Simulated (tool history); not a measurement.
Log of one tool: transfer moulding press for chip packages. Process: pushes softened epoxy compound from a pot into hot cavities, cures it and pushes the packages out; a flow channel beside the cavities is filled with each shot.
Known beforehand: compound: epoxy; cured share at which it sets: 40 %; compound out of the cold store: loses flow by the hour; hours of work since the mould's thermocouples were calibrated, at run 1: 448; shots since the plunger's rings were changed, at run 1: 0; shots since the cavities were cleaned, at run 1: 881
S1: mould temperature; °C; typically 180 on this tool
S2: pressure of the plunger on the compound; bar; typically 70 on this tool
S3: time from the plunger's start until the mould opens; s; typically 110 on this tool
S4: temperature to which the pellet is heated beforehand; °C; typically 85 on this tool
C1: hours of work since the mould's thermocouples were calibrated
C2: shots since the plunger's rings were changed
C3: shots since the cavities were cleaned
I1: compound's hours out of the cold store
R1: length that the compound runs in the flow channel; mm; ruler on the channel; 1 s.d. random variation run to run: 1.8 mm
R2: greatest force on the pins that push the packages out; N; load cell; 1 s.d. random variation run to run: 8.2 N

run	day	S1	S2	S3	S4	C1	C2	C3	I1	R1	R2
1	0	180	70	110	85	448	0	881	46.8	587	633
# day 0.404: cavities cleaned with cleaning compound and waxed
2	0.629	180	70	92	85	458	153	60	40.7	604	533
3	1.858	180	70	110	85	478	485	392	20	660	541
4	2.904	180	70	110	85	495	768	675	20.1	658	632
5	3.812	180	70	109	85	510	1013	920	34	614	651
# day 4.071: cavities cleaned with cleaning compound and waxed
6	4.488	180	70	109	85	520	1178	112	8.1	696	440
7	5.521	180	70	110	85	538	1458	392	22.9	643	540
8	6.479	180	70	110	85	554	1717	651	12	677	613
9	6.983	177	70	110	85	562	1853	787	29.3	628	752
# day 7.688: cavities cleaned with cleaning compound and waxed
10	8.104	177	70	110	85	580	2139	112	20.4	652	518
11	8.746	177	70	110	85	590	2313	286	45.9	575	543
12	9.567	180	70	110	85	604	2535	508	47.7	565	573
# day 10.146: plunger's sealing rings changed
13	10.438	180	70	110	85	616	78	714	20.7	662	647
# day 11.425: cavities cleaned with cleaning compound and waxed
14	11.433	180	66.5	108	85	632	331	3	46	574	380
15	11.942	184	66.5	127	93	640	468	140	14.6	649	378
16	12.9	184	66.5	127	93	656	727	399	31.5	596	442
17	14.012	184	66.5	118	93	675	1027	699	13.2	649	547
18	14.754	183	83.1	127	93	687	1229	901	42.5	633	568
# day 15.067: cavities cleaned with cleaning compound and waxed
19	15.896	182	83.1	141	89	705	1520	225	11.4	730	395
# day 16.492: mould's thermocouples calibrated
20	16.671	186	70	110	85	3	1706	411	18.9	631	448
21	17.696	181	77.3	110	85	20	1984	689	15.1	692	613
22	18.375	181	81.9	110	85	31	2168	873	40.7	621	612
# day 18.754: cavities cleaned with cleaning compound and waxed
23	19.004	181	65.8	130	85	41	2320	68	31.7	583	348
24	19.562	178	65.8	94	90	50	2471	219	38.6	571	636
# day 20.342: plunger's sealing rings changed
25	20.567	178	65.8	94	90	65	60	462	38.8	594	765
26	21.179	181	58.7	135	94	75	226	628	45	537	520

How would selected steps in R1 from run to run divide? Give the signed amount a tool lacking its hidden state would still show from settings, what came in and random variation, and the signed amount left for the hidden state, including any gauge scatter that is not in both of the compared results.
The hidden state here: true mould temperature over the reading, C; pressure that reaches the compound, % of what is set; grip of the stained cavities, % over clean ones'; drift of the gauge itself on flow_mm, %; drift of the gauge itself on push_out_n, %.
Run 12 -> 13: plunger's sealing rings changed. R1 +97 mm: hidden state +24, all else +73.
Run 19 -> 20: S1 182 -> 186, S2 83.1 -> 70, S3 141 -> 110, S4 89 -> 85, mould's thermocouples calibrated. R1 -99 mm: hidden state -4, all else -95.
Run 24 -> 25: plunger's sealing rings changed. R1 +23 mm: hidden state +25, all else -2.
